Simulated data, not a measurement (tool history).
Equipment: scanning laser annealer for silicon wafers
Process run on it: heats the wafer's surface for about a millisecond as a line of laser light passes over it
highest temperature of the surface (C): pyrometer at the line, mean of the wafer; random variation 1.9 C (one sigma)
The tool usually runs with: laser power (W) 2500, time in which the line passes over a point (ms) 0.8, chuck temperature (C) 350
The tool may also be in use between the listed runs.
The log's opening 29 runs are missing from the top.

| run | hour | laser power (W) | time in which the line passes over a point (ms) | chuck temperature (C) | hours of work since the window was cleaned | hours of work since the power meter was calibrated | hours of work since the optics were aligned | highest temperature of the surface (C) |
|---|---|---|---|---|---|---|---|---|
| 30 | 1656.1 | 2500 | 0.8 | 358 | 331 | 2439 | 537 | 1137 |
| 31 | 1706.1 | 2500 | 0.8 | 354 | 363 | 2471 | 570 | 1127 |
|  | 1749.2 | window over the wafer cleaned |
| 32 | 1773.3 | 2500 | 0.587 | 330 | 16 | 2513 | 612 | 1010 |
| 33 | 1818.1 | 2500 | 0.587 | 330 | 45 | 2542 | 641 | 1006 |
| 34 | 1891.8 | 2500 | 0.587 | 330 | 93 | 2590 | 689 | 1005 |
| 35 | 1965.5 | 2506 | 0.972 | 321 | 140 | 2638 | 737 | 1208 |
| 36 | 2001.9 | 2506 | 0.972 | 321 | 164 | 2662 | 760 | 1205 |
| 37 | 2069.2 | 2656 | 0.563 | 348 | 208 | 2705 | 804 | 1041 |
| 38 | 2146.6 | 2478 | 0.563 | 313 | 258 | 2756 | 854 | 945 |
| 39 | 2181.5 | 2703 | 0.799 | 314 | 281 | 2778 | 877 | 1165 |
| 40 | 2248.4 | 2387 | 0.862 | 314 | 324 | 2822 | 920 | 1081 |

Consider 3 possible next runs. They are alternatives, not a sequence: every one starts from the tool as it was left by run 40. What does each give?
| A | 2324.7 | 2333 | 0.675 | 354 | 374 | 2871 | 970 | ? |
| B | 2324.7 | 2706 | 0.81 | 335 | 374 | 2871 | 970 | ? |
| C | 2324.7 | 2306 | 0.913 | 360 | 374 | 2871 | 970 | ? |

| run | highest temperature of the surface (C) |
|---|---|
| A | 998 |
| B | 1185 |
| C | 1114 |
With the hidden condition removed and each run's random variation left untouched, the same runs would have given:
| run | highest temperature of the surface (C) |
|---|---|
| A | 1046 |
| B | 1248 |
| C | 1170 |

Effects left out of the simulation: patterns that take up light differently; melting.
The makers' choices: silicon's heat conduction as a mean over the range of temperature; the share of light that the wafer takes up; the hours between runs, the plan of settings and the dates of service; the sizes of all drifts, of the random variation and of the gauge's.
